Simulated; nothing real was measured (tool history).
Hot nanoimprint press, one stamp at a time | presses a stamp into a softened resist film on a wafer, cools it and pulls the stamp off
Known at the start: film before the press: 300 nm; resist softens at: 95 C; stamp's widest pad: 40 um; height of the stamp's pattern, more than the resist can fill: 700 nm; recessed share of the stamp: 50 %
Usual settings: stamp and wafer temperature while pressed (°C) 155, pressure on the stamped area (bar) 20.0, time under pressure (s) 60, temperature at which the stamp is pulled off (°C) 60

| run | hour | stamp and wafer temperature while pressed (°C) | pressure on the stamped area (bar) | time under pressure (s) | temperature at which the stamp is pulled off (°C) | resist left under the stamp's widest pad (Å) | greatest force while the stamp is pulled off (N) |
|---|---|---|---|---|---|---|---|
| 1 | 0.0 | 155 | 20.0 | 60 | 60 | 1695 | 232 |
| 2 | 10.4 | 155 | 20.0 | 60 | 60 | 1700 | 230 |
| 3 | 15.8 | 155 | 20.0 | 60 | 60 | 1696 | 228 |
| 4 | 22.3 | 155 | 20.0 | 118 | 60 | 1324 | 222 |
| 5 | 33.9 | 155 | 20.0 | 60 | 60 | 1692 | 221 |
| 6 | 39.3 | 155 | 20.7 | 60 | 60 | 1680 | 229 |
| 7 | 47.2 | 155 | 20.0 | 60 | 60 | 1694 | 231 |
| 8 | 53.6 | 155 | 20.0 | 60 | 60 | 1704 | 231 |
|  | 62.3 | stamp cleaned and given a new release coat |
| 9 | 65.5 | 155 | 20.0 | 60 | 60 | 1695 | 228 |
| 10 | 73.1 | 155 | 20.0 | 60 | 60 | 1693 | 230 |
| 11 | 82.1 | 155 | 20.0 | 85 | 60 | 1501 | 219 |
| 12 | 89.9 | 155 | 20.0 | 85 | 60 | 1499 | 222 |
| 13 | 99.1 | 155 | 20.0 | 85 | 60 | 1492 | 224 |
| 14 | 106.7 | 155 | 20.0 | 85 | 60 | 1500 | 223 |
| 15 | 117.3 | 155 | 20.0 | 85 | 60 | 1506 | 228 |

The next listed run, before its measurement:
| 16 | 125.0 | 151 | 25.4 | 32 | 48 | ? | ? |

resist left under the stamp's widest pad (Å): 2195
greatest force while the stamp is pulled off (N): 258
Take away the tool's hidden state, keep the run-to-run variation as it was, and the same run would have given resist left under the stamp's widest pad (Å) 2196, greatest force while the stamp is pulled off (N) 257.
